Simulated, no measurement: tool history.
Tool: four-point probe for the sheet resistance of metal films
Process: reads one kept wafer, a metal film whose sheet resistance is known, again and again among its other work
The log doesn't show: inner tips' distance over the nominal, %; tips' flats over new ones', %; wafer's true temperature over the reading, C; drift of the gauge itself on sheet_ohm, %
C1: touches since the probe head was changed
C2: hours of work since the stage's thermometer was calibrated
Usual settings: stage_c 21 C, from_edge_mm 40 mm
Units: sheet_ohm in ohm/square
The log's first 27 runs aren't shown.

{"run": 28, "hour": 1534.0, "stage_c": 29, "from_edge_mm": 66, "C1": 9877, "C2": 274, "sheet_ohm": 0.720223}
{"run": 29, "hour": 1608.8, "stage_c": 25, "from_edge_mm": 4, "C1": 12736, "C2": 316, "sheet_ohm": 0.733069}
{"run": 30, "hour": 1658.0, "stage_c": 24, "from_edge_mm": 28, "C1": 14618, "C2": 344, "sheet_ohm": 0.724412}
{"run": 31, "hour": 1730.4, "stage_c": 24, "from_edge_mm": 28, "C1": 17385, "C2": 384, "sheet_ohm": 0.724312}
{"run": 32, "hour": 1775.3, "stage_c": 27, "from_edge_mm": 3, "C1": 19100, "C2": 409, "sheet_ohm": 0.73829}
{"run": 33, "hour": 1825.2, "stage_c": 26, "from_edge_mm": 12, "C1": 21008, "C2": 437, "sheet_ohm": 0.723171}
{"run": 34, "hour": 1878.3, "stage_c": 26, "from_edge_mm": 12, "C1": 23040, "C2": 467, "sheet_ohm": 0.723103}
{"run": 35, "hour": 1912.6, "stage_c": 27, "from_edge_mm": 18, "C1": 24351, "C2": 486, "sheet_ohm": 0.721413}
{"run": 36, "hour": 1963.2, "stage_c": 20, "from_edge_mm": 3, "C1": 26286, "C2": 515, "sheet_ohm": 0.744692}
{"run": 37, "hour": 2003.8, "stage_c": 20, "from_edge_mm": 3, "C1": 27836, "C2": 538, "sheet_ohm": 0.744443}
{"run": 38, "hour": 2064.6, "stage_c": 20, "from_edge_mm": 3, "C1": 30162, "C2": 572, "sheet_ohm": 0.744426}
{"run": 39, "hour": 2105.6, "stage_c": 20, "from_edge_mm": 3, "C1": 31729, "C2": 595, "sheet_ohm": 0.744579}
{"run": 40, "hour": 2152.3, "stage_c": 20, "from_edge_mm": 3, "C1": 33513, "C2": 621, "sheet_ohm": 0.744097}
{"run": 41, "hour": 2198.3, "stage_c": 19, "from_edge_mm": 40, "C1": 35272, "C2": 647, "sheet_ohm": 0.727946}
{"run": 42, "hour": 2233.4, "stage_c": 24, "from_edge_mm": 74, "C1": 36615, "C2": 666, "sheet_ohm": 0.723298}
{"run": 43, "hour": 2315.4, "stage_c": 24, "from_edge_mm": 74, "C1": 39749, "C2": 712, "sheet_ohm": 0.723144}
{"run": 44, "hour": 2354.3, "stage_c": 24, "from_edge_mm": 74, "C1": 41235, "C2": 734, "sheet_ohm": 0.723052}
{"run": 45, "hour": 2425.3, "stage_c": 28, "from_edge_mm": 14, "C1": 43951, "C2": 774, "sheet_ohm": 0.720094}
{"run": 46, "hour": 2486.2, "stage_c": 34, "from_edge_mm": 8, "C1": 46278, "C2": 808, "sheet_ohm": 0.716597}

Forecast each of these 3 alternatives for the next run:
{"run": "A", "hour": 2566.7, "stage_c": 34, "from_edge_mm": 7, "C1": 49357, "C2": 853, "sheet_ohm": "?"}
{"run": "B", "hour": 2566.7, "stage_c": 34, "from_edge_mm": 37, "C1": 49357, "C2": 853, "sheet_ohm": "?"}
{"run": "C", "hour": 2566.7, "stage_c": 19, "from_edge_mm": 10, "C1": 49357, "C2": 853, "sheet_ohm": "?"}

run=A sheet_ohm=0.716671
run=B sheet_ohm=0.713859
run=C sheet_ohm=0.72892
Without the tool's hidden state the same runs would have given:
run=A sheet_ohm=0.717435
run=B sheet_ohm=0.71462
run=C sheet_ohm=0.729712
